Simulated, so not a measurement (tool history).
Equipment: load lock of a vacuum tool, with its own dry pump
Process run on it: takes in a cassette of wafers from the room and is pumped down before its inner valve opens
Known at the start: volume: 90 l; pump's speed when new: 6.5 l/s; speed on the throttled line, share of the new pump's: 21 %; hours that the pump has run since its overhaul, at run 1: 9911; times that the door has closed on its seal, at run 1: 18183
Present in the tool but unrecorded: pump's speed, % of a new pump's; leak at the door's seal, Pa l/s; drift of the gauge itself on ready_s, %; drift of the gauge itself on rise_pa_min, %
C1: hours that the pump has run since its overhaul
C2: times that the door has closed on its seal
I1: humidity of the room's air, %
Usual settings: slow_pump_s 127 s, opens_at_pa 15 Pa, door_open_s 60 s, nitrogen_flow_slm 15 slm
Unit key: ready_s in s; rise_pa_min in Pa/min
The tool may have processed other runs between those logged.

run 1 hour=0 | slow_pump_s=127 opens_at_pa=15 door_open_s=60 nitrogen_flow_slm=15 | C1=9911 C2=18183 | I1=41 | ready_s=220.6 rise_pa_min=0.029
run 2 hour=279 | slow_pump_s=127 opens_at_pa=10 door_open_s=60 nitrogen_flow_slm=15 | C1=10190 C2=19180 | I1=44.5 | ready_s=228.7 rise_pa_min=0.034
run 3 hour=521.4 | slow_pump_s=115 opens_at_pa=15 door_open_s=60 nitrogen_flow_slm=15 | C1=10432 C2=20047 | I1=44.7 | ready_s=213.8 rise_pa_min=0.032
run 4 hour=762.2 | slow_pump_s=115 opens_at_pa=15 door_open_s=60 nitrogen_flow_slm=15 | C1=10673 C2=20908 | I1=43.2 | ready_s=213.5 rise_pa_min=0.03
run 5 hour=893.8 | slow_pump_s=115 opens_at_pa=15 door_open_s=60 nitrogen_flow_slm=15 | C1=10804 C2=21379 | I1=43.9 | ready_s=211.6 rise_pa_min=0.035
run 6 hour=1095.9 | slow_pump_s=115 opens_at_pa=15 door_open_s=60 nitrogen_flow_slm=15 | C1=11006 C2=22102 | I1=43.8 | ready_s=214.6 rise_pa_min=0.034
run 7 hour=1275 | slow_pump_s=115 opens_at_pa=15 door_open_s=60 nitrogen_flow_slm=15 | C1=11186 C2=22742 | I1=46.4 | ready_s=214.7 rise_pa_min=0.036
run 8 hour=1586.3 | slow_pump_s=127 opens_at_pa=15 door_open_s=60 nitrogen_flow_slm=15 | C1=11497 C2=23856 | I1=43.2 | ready_s=220.8 rise_pa_min=0.035
run 9 hour=1739.7 | slow_pump_s=127 opens_at_pa=15 door_open_s=60 nitrogen_flow_slm=15 | C1=11650 C2=24404 | I1=45.5 | ready_s=224.3 rise_pa_min=0.03
run 10 hour=1926 | slow_pump_s=127 opens_at_pa=15 door_open_s=60 nitrogen_flow_slm=15 | C1=11837 C2=25070 | I1=44.1 | ready_s=220.7 rise_pa_min=0.031
run 11 hour=2107.2 | slow_pump_s=127 opens_at_pa=15 door_open_s=60 nitrogen_flow_slm=15 | C1=12018 C2=25719 | I1=47.5 | ready_s=222.3 rise_pa_min=0.038
run 12 hour=2312.3 | slow_pump_s=127 opens_at_pa=15 door_open_s=60 nitrogen_flow_slm=15 | C1=12223 C2=26452 | I1=45.3 | ready_s=223.4 rise_pa_min=0.031
run 13 hour=2438.7 | slow_pump_s=127 opens_at_pa=15 door_open_s=28 nitrogen_flow_slm=15 | C1=12349 C2=26904 | I1=44.7 | ready_s=222 rise_pa_min=0.023
run 14 hour=2740.5 | slow_pump_s=111 opens_at_pa=15 door_open_s=60 nitrogen_flow_slm=15 | C1=12651 C2=27983 | I1=42.6 | ready_s=209.3 rise_pa_min=0.037
run 15 hour=2895.2 | slow_pump_s=111 opens_at_pa=15 door_open_s=60 nitrogen_flow_slm=15 | C1=12806 C2=28537 | I1=44.1 | ready_s=209.7 rise_pa_min=0.035
run 16 hour=3143.2 | slow_pump_s=111 opens_at_pa=15 door_open_s=60 nitrogen_flow_slm=15 | C1=13054 C2=29424 | I1=45.6 | ready_s=210.2 rise_pa_min=0.033
-- hour=3329.6 door's seal changed, seat wiped
run 17 hour=3338.4 | slow_pump_s=111 opens_at_pa=15 door_open_s=60 nitrogen_flow_slm=15 | C1=13247 C2=32 | I1=42.9 | ready_s=208.8 rise_pa_min=0.035
run 18 hour=3612.9 | slow_pump_s=74 opens_at_pa=13 door_open_s=117 nitrogen_flow_slm=20 | C1=13522 C2=1013 | I1=44.5 | ready_s=181.3 rise_pa_min=0.039

For run 19, what comes out?
run 19 hour=3809 | slow_pump_s=204 opens_at_pa=15 door_open_s=60 nitrogen_flow_slm=33 | C1=13718 C2=1715 | I1=44.1 | ready_s=? rise_pa_min=?

Logged for run 19: ready_s 282.1 s, rise_pa_min 0.022 Pa/min.
Had the tool carried no hidden state, the very same run would have given ready_s 282.1 s, rise_pa_min 0.022 Pa/min.

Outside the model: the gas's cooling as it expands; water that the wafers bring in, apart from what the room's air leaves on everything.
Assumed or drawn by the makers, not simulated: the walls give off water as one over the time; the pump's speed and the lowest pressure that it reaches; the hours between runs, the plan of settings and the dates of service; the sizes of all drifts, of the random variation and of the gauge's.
